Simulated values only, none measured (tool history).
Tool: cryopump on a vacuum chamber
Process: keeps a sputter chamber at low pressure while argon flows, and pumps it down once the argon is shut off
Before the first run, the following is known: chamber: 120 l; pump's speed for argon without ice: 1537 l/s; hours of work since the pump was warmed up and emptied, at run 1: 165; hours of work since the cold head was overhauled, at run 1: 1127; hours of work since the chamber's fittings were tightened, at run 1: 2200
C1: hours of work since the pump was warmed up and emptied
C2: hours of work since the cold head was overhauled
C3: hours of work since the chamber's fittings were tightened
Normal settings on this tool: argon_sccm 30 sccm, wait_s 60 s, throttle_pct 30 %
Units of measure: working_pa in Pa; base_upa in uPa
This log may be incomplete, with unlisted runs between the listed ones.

Run 1, hour 0.0: usual settings; C1 165; C2 1127; C3 2200. Result: working_pa 0.1120 Pa, base_upa 1.75 uPa.
Run 2, hour 45.0: usual settings but throttle_pct 43 %; C1 200; C2 1162; C3 2235. Result: working_pa 0.0787 Pa, base_upa 1.76 uPa.
Run 3, hour 92.5: usual settings but throttle_pct 43 %; C1 237; C2 1199; C3 2272. Result: working_pa 0.0791 Pa, base_upa 1.75 uPa.
Run 4, hour 161.1: usual settings but argon_sccm 53 sccm; C1 290; C2 1253; C3 2325. Result: working_pa 0.1998 Pa, base_upa 1.83 uPa.
Run 5, hour 230.6: usual settings but argon_sccm 53 sccm; C1 344; C2 1307; C3 2379. Result: working_pa 0.1997 Pa, base_upa 1.84 uPa.
Run 6, hour 288.4: usual settings but argon_sccm 53 sccm; C1 389; C2 1352; C3 2424. Result: working_pa 0.2008 Pa, base_upa 1.81 uPa.
Run 7, hour 347.3: usual settings; C1 435; C2 1398; C3 2470. Result: working_pa 0.1150 Pa, base_upa 1.87 uPa.
Run 8, hour 415.8: usual settings; C1 489; C2 1451; C3 2523. Result: working_pa 0.1135 Pa, base_upa 1.88 uPa.
Run 9, hour 484.7: usual settings; C1 542; C2 1505; C3 2577. Result: working_pa 0.1147 Pa, base_upa 1.82 uPa.
Run 10, hour 517.1: usual settings but wait_s 91 s; C1 567; C2 1530; C3 2602. Result: working_pa 0.1143 Pa, base_upa 1.44 uPa.
Run 11, hour 548.6: usual settings but throttle_pct 24 %; C1 592; C2 1554; C3 2627. Result: working_pa 0.1415 Pa, base_upa 1.91 uPa.
Run 12, hour 609.5: usual settings but throttle_pct 53 %; C1 639; C2 1602; C3 2674. Result: working_pa 0.0678 Pa, base_upa 1.85 uPa.
Run 13, hour 643.8: usual settings but throttle_pct 53 %; C1 666; C2 1629; C3 2701. Result: working_pa 0.0686 Pa, base_upa 1.89 uPa.
Run 14, hour 712.2: usual settings but throttle_pct 53 %; C1 719; C2 1682; C3 2754. Result: working_pa 0.0689 Pa, base_upa 1.98 uPa.
Run 15, hour 763.9: usual settings but argon_sccm 47 sccm, throttle_pct 53 %; C1 759; C2 1722; C3 2794. Result: working_pa 0.1077 Pa, base_upa 1.94 uPa.
Run 16, hour 807.5: usual settings but argon_sccm 47 sccm, throttle_pct 53 %; C1 793; C2 1756; C3 2828. Result: working_pa 0.1086 Pa, base_upa 1.91 uPa.
Run 17, hour 859.0: usual settings but argon_sccm 47 sccm, throttle_pct 53 %; C1 833; C2 1796; C3 2868. Result: working_pa 0.1074 Pa, base_upa 1.92 uPa.
Run 18, hour 910.9: usual settings but argon_sccm 32 sccm, throttle_pct 37 %; C1 874; C2 1836; C3 2909. Result: working_pa 0.1038 Pa, base_upa 1.99 uPa.
At hour 934.9: pump warmed up, emptied and cooled again.
Run 19, hour 967.1: usual settings but argon_sccm 32 sccm, wait_s 29 s; C1 25; C2 1876; C3 2948. Result: working_pa 0.1176 Pa, base_upa 3.23 uPa.
Run 20, hour 1037.0: usual settings but argon_sccm 39 sccm, throttle_pct 42 %; C1 79; C2 1931; C3 3003. Result: working_pa 0.1036 Pa, base_upa 1.87 uPa.
Run 21, hour 1098.2: usual settings but argon_sccm 39 sccm, throttle_pct 42 %; C1 127; C2 1978; C3 3050. Result: working_pa 0.1039 Pa, base_upa 1.89 uPa.
Run 22, hour 1144.7: usual settings but argon_sccm 25 sccm, wait_s 107 s; C1 163; C2 2015; C3 3087. Result: working_pa 0.0942 Pa, base_upa 1.38 uPa.
Run 23, hour 1177.1: usual settings but argon_sccm 34 sccm, wait_s 21 s, throttle_pct 37 %; C1 189; C2 2040; C3 3112. Result: working_pa 0.1036 Pa, base_upa 4.19 uPa.
Run 24, hour 1245.3: usual settings but argon_sccm 46 sccm, throttle_pct 59 %; C1 242; C2 2093; C3 3165. Result: working_pa 0.0896 Pa, base_upa 1.90 uPa.
Run 25, hour 1309.8: usual settings but argon_sccm 46 sccm, throttle_pct 59 %; C1 292; C2 2143; C3 3215. Result: working_pa 0.0896 Pa, base_upa 1.94 uPa.
Run 26, hour 1338.0: usual settings but argon_sccm 52 sccm; C1 314; C2 2165; C3 3237. Result: working_pa 0.1963 Pa, base_upa 1.95 uPa.
Run 27, hour 1383.7: usual settings but wait_s 92 s, throttle_pct 57 %; C1 349; C2 2201; C3 3273. Result: working_pa 0.0607 Pa, base_upa 1.45 uPa.
Run 28, hour 1451.0: usual settings but argon_sccm 58 sccm, wait_s 51 s, throttle_pct 57 %; C1 402; C2 2253; C3 3325. Result: working_pa 0.1185 Pa, base_upa 2.17 uPa.
Run 29, hour 1512.5: usual settings but argon_sccm 58 sccm, wait_s 51 s, throttle_pct 57 %; C1 450; C2 2301; C3 3373. Result: working_pa 0.1192 Pa, base_upa 2.24 uPa.
Run 30, hour 1558.0: usual settings but argon_sccm 20 sccm, wait_s 38 s, throttle_pct 23 %; C1 485; C2 2336; C3 3408. Result: working_pa 0.0982 Pa, base_upa 2.80 uPa.
Run 31, hour 1594.5: usual settings but argon_sccm 22 sccm, wait_s 38 s, throttle_pct 23 %; C1 513; C2 2365; C3 3437. Result: working_pa 0.1091 Pa, base_upa 2.78 uPa.

Here are 3 independent what-if runs from the current tool condition. What would each one return?
Run A, hour 1630.6: usual settings but argon_sccm 22 sccm, wait_s 41 s, throttle_pct 24 %; C1 542; C2 2393; C3 3465. Result: working_pa ?, base_upa ?.
Run B, hour 1630.6: usual settings but argon_sccm 24 sccm, wait_s 38 s, throttle_pct 23 %; C1 542; C2 2393; C3 3465. Result: working_pa ?, base_upa ?.
Run C, hour 1630.6: usual settings but argon_sccm 54 sccm; C1 542; C2 2393; C3 3465. Result: working_pa ?, base_upa ?.

run  working_pa  base_upa
  A      0.1048      2.60
  B      0.1202      2.84
  C      0.2079      2.08
Take away the tool's hidden state, keep each run's random variation, and the runs would have read:
run  working_pa  base_upa
  A      0.1010      2.05
  B      0.1161      2.27
  C      0.1986      1.51
